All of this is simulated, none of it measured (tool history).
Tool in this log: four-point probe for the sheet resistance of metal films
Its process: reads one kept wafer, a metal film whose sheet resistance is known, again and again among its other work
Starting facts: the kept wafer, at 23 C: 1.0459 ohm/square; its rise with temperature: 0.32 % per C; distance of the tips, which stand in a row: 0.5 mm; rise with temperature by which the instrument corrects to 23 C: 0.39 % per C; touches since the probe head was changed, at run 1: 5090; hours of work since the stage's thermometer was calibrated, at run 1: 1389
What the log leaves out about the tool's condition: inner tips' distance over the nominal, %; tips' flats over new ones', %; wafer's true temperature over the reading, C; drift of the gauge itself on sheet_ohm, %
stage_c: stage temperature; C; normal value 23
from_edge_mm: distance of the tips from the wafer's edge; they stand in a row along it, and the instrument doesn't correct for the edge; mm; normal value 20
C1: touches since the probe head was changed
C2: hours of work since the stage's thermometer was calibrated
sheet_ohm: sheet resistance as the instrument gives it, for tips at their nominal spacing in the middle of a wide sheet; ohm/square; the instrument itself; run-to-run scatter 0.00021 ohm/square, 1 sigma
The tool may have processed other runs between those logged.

Run 1, hour 0.0: usual settings; C1 5090; C2 1389. Result: sheet_ohm 1.043430 ohm/square.
Run 2, hour 17.5: usual settings; C1 5393; C2 1400. Result: sheet_ohm 1.043886 ohm/square.
Run 3, hour 31.2: usual settings; C1 5630; C2 1409. Result: sheet_ohm 1.043372 ohm/square.
Run 4, hour 46.9: usual settings; C1 5902; C2 1419. Result: sheet_ohm 1.043699 ohm/square.
Run 5, hour 64.9: usual settings; C1 6213; C2 1430. Result: sheet_ohm 1.044208 ohm/square.
Run 6, hour 75.4: usual settings but stage_c 19 C; C1 6395; C2 1437. Result: sheet_ohm 1.046989 ohm/square.
Run 7, hour 95.5: usual settings but stage_c 29 C; C1 6743; C2 1450. Result: sheet_ohm 1.039195 ohm/square.
Run 8, hour 110.7: usual settings but stage_c 29 C; C1 7007; C2 1459. Result: sheet_ohm 1.039382 ohm/square.
Run 9, hour 127.0: usual settings but stage_c 29 C; C1 7289; C2 1470. Result: sheet_ohm 1.039348 ohm/square.
Run 10, hour 145.2: usual settings but stage_c 29 C; C1 7605; C2 1481. Result: sheet_ohm 1.039447 ohm/square.
Run 11, hour 159.1: usual settings but stage_c 29 C; C1 7845; C2 1490. Result: sheet_ohm 1.039536 ohm/square.
Run 12, hour 177.2: usual settings but stage_c 29 C; C1 8159; C2 1502. Result: sheet_ohm 1.039527 ohm/square.
Run 13, hour 198.5: usual settings; C1 8527; C2 1515. Result: sheet_ohm 1.044421 ohm/square.
Run 14, hour 221.5: usual settings but from_edge_mm 32 mm; C1 8925; C2 1530. Result: sheet_ohm 1.043875 ohm/square.
Run 15, hour 234.6: usual settings but from_edge_mm 32 mm; C1 9152; C2 1538. Result: sheet_ohm 1.044500 ohm/square.
Run 16, hour 254.4: usual settings but from_edge_mm 32 mm; C1 9495; C2 1551. Result: sheet_ohm 1.043959 ohm/square.
Run 17, hour 264.6: usual settings but from_edge_mm 32 mm; C1 9671; C2 1557. Result: sheet_ohm 1.044152 ohm/square.
Run 18, hour 288.6: usual settings but from_edge_mm 32 mm; C1 10087; C2 1572. Result: sheet_ohm 1.044459 ohm/square.
Run 19, hour 306.4: usual settings; C1 10395; C2 1584. Result: sheet_ohm 1.044429 ohm/square.
Run 20, hour 316.6: usual settings; C1 10573; C2 1590. Result: sheet_ohm 1.044874 ohm/square.
Run 21, hour 336.7: usual settings; C1 10921; C2 1603. Result: sheet_ohm 1.044906 ohm/square.
Run 22, hour 349.5: usual settings; C1 11142; C2 1611. Result: sheet_ohm 1.044405 ohm/square.

Expected results for the next run?
Run 23, hour 367.3: usual settings; C1 11449; C2 1622. Result: sheet_ohm ?.

{"run 23": {"sheet_ohm": 1.044942}}
Minus the tool's unlogged condition, the same run would have read sheet_ohm 1.046317 ohm/square.
